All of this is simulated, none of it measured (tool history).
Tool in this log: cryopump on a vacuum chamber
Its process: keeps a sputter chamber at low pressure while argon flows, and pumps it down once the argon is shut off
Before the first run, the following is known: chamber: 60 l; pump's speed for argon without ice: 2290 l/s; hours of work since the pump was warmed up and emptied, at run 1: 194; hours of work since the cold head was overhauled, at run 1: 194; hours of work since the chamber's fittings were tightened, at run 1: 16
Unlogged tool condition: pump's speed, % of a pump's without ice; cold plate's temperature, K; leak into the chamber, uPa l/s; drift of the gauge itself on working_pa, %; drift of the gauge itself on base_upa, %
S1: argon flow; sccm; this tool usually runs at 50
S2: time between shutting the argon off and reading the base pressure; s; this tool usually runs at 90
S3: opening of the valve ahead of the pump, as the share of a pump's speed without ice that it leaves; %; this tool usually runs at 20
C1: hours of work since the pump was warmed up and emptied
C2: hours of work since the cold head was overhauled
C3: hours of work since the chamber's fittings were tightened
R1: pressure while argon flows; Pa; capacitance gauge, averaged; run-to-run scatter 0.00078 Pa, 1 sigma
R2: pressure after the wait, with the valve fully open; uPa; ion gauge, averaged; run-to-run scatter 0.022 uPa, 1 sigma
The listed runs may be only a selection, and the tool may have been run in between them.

run	hour	S1	S2	S3	C1	C2	C3	R1	R2
1	0.0	50	90	20	194	194	16	0.1866	0.65
2	21.9	50	90	20	207	207	29	0.1868	0.62
3	50.3	50	135	20	223	223	46	0.1878	0.54
4	77.8	50	135	20	239	239	62	0.1885	0.56
5	93.1	50	135	19	248	248	71	0.1988	0.55
6	108.9	50	90	39	258	258	80	0.0993	0.72
7	130.8	50	90	39	270	270	93	0.0986	0.71
8	150.8	50	90	39	282	282	105	0.0996	0.74
9	164.6	50	90	39	290	290	113	0.0992	0.76
10	184.6	50	90	27	302	302	124	0.1402	0.77
11	202.0	48	155	30	312	312	135	0.1225	0.59
12	217.4	48	155	30	321	321	144	0.1231	0.57
13	239.3	47	173	20	334	334	156	0.1785	0.59
14	252.2	50	63	20	341	341	164	0.1903	1.07
15	264.8	31	86	20	349	349	171	0.1167	0.86
16	278.9	33	99	24	357	357	180	0.1053	0.82
17	294.9	93	24	20	366	366	189	0.3541	2.18

Run 18 has not been measured yet. What should we expect?
18	309.7	47	23	29	375	375	198	?	?

{"run 18": {"R1": 0.1247, "R2": 2.28}}
Had the tool carried no hidden state, the very same run would have given R1 0.1191 Pa, R2 2.03 uPa.

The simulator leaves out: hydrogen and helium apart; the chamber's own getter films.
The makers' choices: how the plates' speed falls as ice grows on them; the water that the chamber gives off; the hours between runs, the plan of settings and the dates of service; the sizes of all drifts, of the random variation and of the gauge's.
